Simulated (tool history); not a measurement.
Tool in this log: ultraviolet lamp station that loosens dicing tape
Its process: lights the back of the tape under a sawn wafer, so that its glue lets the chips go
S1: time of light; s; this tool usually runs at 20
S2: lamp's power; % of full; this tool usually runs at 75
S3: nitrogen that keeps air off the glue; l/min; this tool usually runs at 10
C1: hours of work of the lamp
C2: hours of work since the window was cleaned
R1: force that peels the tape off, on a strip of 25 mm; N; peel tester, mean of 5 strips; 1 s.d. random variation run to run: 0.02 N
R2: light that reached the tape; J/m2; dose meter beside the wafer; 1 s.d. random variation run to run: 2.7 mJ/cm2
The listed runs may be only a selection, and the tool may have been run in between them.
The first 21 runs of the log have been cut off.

| run | hour | S1 | S2 | S3 | C1 | C2 | R1 | R2 |
|---|---|---|---|---|---|---|---|---|
| 22 | 1041.7 | 20 | 77 | 10 | 509 | 86 | 1.350 | 3040 |
| 23 | 1098.7 | 37 | 67 | 9 | 545 | 122 | 0.494 | 4760 |
| 24 | 1137.1 | 39 | 76 | 10 | 570 | 146 | 0.289 | 5590 |
| 25 | 1207.4 | 39 | 76 | 10 | 614 | 190 | 0.302 | 5490 |
|  | 1265.5 | window cleaned of glue's vapour |
| 26 | 1273.6 | 30 | 75 | 9 | 656 | 5 | 0.670 | 4290 |
| 27 | 1324.3 | 20 | 77 | 12 | 688 | 37 | 1.311 | 2850 |
| 28 | 1375.5 | 24 | 69 | 12 | 720 | 70 | 1.178 | 2960 |
| 29 | 1408.8 | 24 | 69 | 12 | 741 | 91 | 1.176 | 2990 |
| 30 | 1468.9 | 25 | 77 | 10 | 779 | 129 | 1.017 | 3380 |
| 31 | 1516.1 | 31 | 92 | 10 | 809 | 158 | 0.419 | 4950 |
| 32 | 1548.3 | 20 | 76 | 5 | 829 | 179 | 2.444 | 2590 |
| 33 | 1593.3 | 25 | 68 | 4 | 858 | 207 | 2.422 | 2840 |
|  | 1623.7 | window cleaned of glue's vapour |
| 34 | 1634.1 | 25 | 68 | 4 | 883 | 7 | 2.223 | 2950 |
| 35 | 1697.3 | 35 | 80 | 4 | 923 | 47 | 0.939 | 4800 |
| 36 | 1736.5 | 20 | 75 | 7 | 948 | 71 | 2.191 | 2530 |
| 37 | 1779.9 | 20 | 83 | 6 | 975 | 99 | 2.036 | 2760 |
| 38 | 1852.4 | 13 | 87 | 18 | 1021 | 145 | 2.400 | 1830 |
| 39 | 1925.1 | 21 | 63 | 4 | 1067 | 191 | 3.546 | 2050 |
| 40 | 1970.4 | 20 | 71 | 10 | 1096 | 219 | 2.192 | 2140 |
|  | 1982.3 | window cleaned of glue's vapour |
| 41 | 2032.4 | 37 | 73 | 3 | 1135 | 32 | 1.483 | 4210 |
| 42 | 2077.8 | 37 | 73 | 3 | 1164 | 60 | 1.573 | 4150 |
| 43 | 2131.6 | 37 | 73 | 3 | 1198 | 94 | 1.640 | 4020 |

Predict each of these 4 candidate next runs independently; none follows another, all start after run 43:
| A | 2166.4 | 20 | 75 | 8 | 1220 | 116 | ? | ? |
| B | 2166.4 | 11 | 75 | 10 | 1220 | 116 | ? | ? |
| C | 2166.4 | 10 | 75 | 10 | 1220 | 116 | ? | ? |
| D | 2166.4 | 20 | 84 | 10 | 1220 | 116 | ? | ? |

| run | R1 | R2 |
|---|---|---|
| A | 2.282 | 2220 |
| B | 4.179 | 1190 |
| C | 4.489 | 1110 |
| D | 1.853 | 2460 |
With no hidden state in the tool, these same runs would have given:
| run | R1 | R2 |
|---|---|---|
| A | 1.047 | 3550 |
| B | 2.623 | 1910 |
| C | 2.937 | 1770 |
| D | 0.736 | 3930 |

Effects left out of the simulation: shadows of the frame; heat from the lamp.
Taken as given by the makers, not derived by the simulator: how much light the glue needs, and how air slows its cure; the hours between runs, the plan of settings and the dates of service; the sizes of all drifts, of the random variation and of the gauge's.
